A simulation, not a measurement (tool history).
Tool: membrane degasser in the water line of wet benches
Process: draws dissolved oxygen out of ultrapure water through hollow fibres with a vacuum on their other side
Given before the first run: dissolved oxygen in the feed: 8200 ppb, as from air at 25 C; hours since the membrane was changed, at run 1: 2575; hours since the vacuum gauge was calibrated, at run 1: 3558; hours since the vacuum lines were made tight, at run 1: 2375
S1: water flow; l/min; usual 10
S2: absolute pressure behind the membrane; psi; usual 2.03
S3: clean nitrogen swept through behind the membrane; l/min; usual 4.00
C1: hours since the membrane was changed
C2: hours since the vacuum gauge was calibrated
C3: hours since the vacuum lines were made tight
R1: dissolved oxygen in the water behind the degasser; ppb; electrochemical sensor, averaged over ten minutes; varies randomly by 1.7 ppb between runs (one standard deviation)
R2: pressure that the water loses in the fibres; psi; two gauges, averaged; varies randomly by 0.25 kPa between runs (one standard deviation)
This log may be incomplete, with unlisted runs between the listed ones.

run    hour  S1    S2    S3    C1    C2    C3     R1      R2
  1     0.0  10  2.03  4.00  2575  3558  2375  173.5  10.055
  2    88.4  10  2.45  4.00  2663  3646  2463  193.4  10.111
  3   177.8  10  2.45  4.00  2753  3735  2553  193.7  10.089
  4   307.1  10  2.03  4.00  2882  3865  2682  175.6  10.077
  5   400.5  10  2.03  4.00  2975  3958  2775  178.3  10.084
      519.1  -- vacuum gauge calibrated
  6   532.1  10  3.67  4.00  3106    13  2907  247.3  10.105
  7   673.0  10  3.67  4.00  3247   154  3048  246.2  10.057
  8   758.7  10  3.67  4.00  3333   240  3133  248.9  10.113
  9   850.5  10  2.03  4.00  3425   331  3225  178.1  10.131
 10   915.0  10  2.03  4.00  3489   396  3290  177.8  10.109
 11   983.2  10  2.03  4.00  3558   464  3358  179.0  10.071
 12  1102.4  12  2.03  4.00  3677   583  3477  267.4  12.069
 13  1183.0  12  2.03  4.00  3757   664  3558  265.7  12.137
 14  1296.2  12  2.03  4.00  3870   777  3671  273.5  12.179
 15  1410.2  10  3.83  4.00  3985   891  3785  256.5  10.122
 16  1506.0  10  2.03  1.62  4080   987  3880  273.6  10.124
 17  1634.4  10  2.03  1.62  4209  1115  4009  274.9  10.157
 18  1768.3  10  2.03  1.62  4343  1249  4143  272.3  10.169
 19  1904.4  10  2.03  1.62  4479  1385  4279  279.5  10.269
 20  1985.2  10  2.03  1.62  4560  1466  4360  280.8  10.231
 21  2045.9   8  1.57  4.22  4620  1527  4420   91.1   8.170
     2081.5  -- seals of the vacuum lines changed
 22  2150.0   8  1.57  4.22  4722  1629    69   89.8   8.150
 23  2269.1   8  1.57  4.22  4841  1748   188   88.8   8.195
 24  2343.9  15  1.57  4.22  4916  1823   262  413.2  15.262
 25  2437.7  15  1.57  4.22  5010  1917   356  412.5  15.267
 26  2565.6  16  3.77  3.36  5138  2045   484  642.4  16.376
 27  2695.1  16  4.10  3.36  5267  2174   614  664.4  16.333

Below, some changes in R1 between adjacent runs. For each, the amount present without the hidden state too (settings, incoming material, random variation) and the amount remaining for the hidden state with gauge scatter not shared by both compared results:
The hidden state here: membrane still open, %; true pressure behind the membrane over the reading, kPa; air that leaks in behind the membrane, l/min; drift of the gauge itself on oxygen_ppb, %; drift of the gauge itself on loss_of_pressure_kpa, %.
Run 20 -> 21: S1 10 -> 8, S2 2.03 -> 1.57, S3 1.62 -> 4.22. R1 -189.7 ppb: hidden state -12.0, all else -177.7.
Run 23 -> 24: S1 8 -> 15. R1 +324.4 ppb: hidden state +26.8, all else +297.6.
Run 25 -> 26: S1 15 -> 16, S2 1.57 -> 3.77, S3 4.22 -> 3.36. R1 +229.9 ppb: hidden state +4.2, all else +225.7.
